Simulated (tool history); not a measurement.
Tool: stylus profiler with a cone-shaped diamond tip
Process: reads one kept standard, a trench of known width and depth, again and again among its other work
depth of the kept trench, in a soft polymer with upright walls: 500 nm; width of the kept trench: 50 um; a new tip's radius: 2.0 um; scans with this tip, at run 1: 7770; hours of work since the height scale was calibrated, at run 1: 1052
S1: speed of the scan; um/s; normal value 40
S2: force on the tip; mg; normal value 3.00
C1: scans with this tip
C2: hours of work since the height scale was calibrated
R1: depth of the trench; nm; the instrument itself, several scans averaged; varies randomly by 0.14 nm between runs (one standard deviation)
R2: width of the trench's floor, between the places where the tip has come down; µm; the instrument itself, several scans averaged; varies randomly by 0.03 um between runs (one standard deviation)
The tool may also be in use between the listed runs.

run     day   S1    S2    C1    C2      R1     R2
  1   0.000   40  3.00  7770  1052  503.57  45.34
  2   1.267   15  3.00  7889  1068  503.27  45.38
  3   1.979   40  3.00  7956  1077  503.68  45.29
  4   2.954   40  3.00  8048  1089  503.51  45.28
  5   3.596   13  3.00  8108  1097  503.31  45.26
  6   4.488   13  3.00  8192  1109  503.43  45.27
  7   5.788   13  3.00  8314  1125  503.21  45.28
  8   7.083   13  1.81  8436  1142  502.28  45.26
      7.158  -- height scale calibrated on a step standard
  9   7.912   40  3.00  8512    10  502.45  45.20
      8.154  -- new tip fitted, height scale calibrated
 10   9.067   17  2.04    85    12  503.93  47.28
 11   9.912   71  2.04   165    22  504.04  47.08
 12  10.988   31  7.21   266    36  509.12  47.21
 13  12.008   89  4.93   362    49  506.94  47.12
 14  13.212   13  5.31   475    64  507.34  47.14
     13.788  -- height scale calibrated on a step standard, once more
 15  14.483   66  5.31   593     9  507.14  46.96
 16  15.550   66  5.31   693    22  507.44  46.99
 17  16.317   63  4.25   765    32  506.40  46.94
 18  16.879  103  4.25   818    39  506.04  46.83

5 ways to go on from here, each from the tool as it stands after run 18. What would each give?
  A  18.104  152  1.02  933  55   ?   ?
  B  18.104   36  5.47  933  55   ?   ?
  C  18.104  103  1.67  933  55   ?   ?
  D  18.104   16  4.25  933  55   ?   ?
  E  18.104  103  3.86  933  55   ?   ?

run      R1     R2
  A  502.31  46.42
  B  507.44  46.91
  C  503.31  46.71
  D  506.26  46.97
  E  505.92  46.77
With no hidden state in the tool, these same runs would have given:
run      R1     R2
  A  502.35  46.77
  B  507.48  47.26
  C  503.35  47.05
  D  506.30  47.31
  E  505.96  47.11
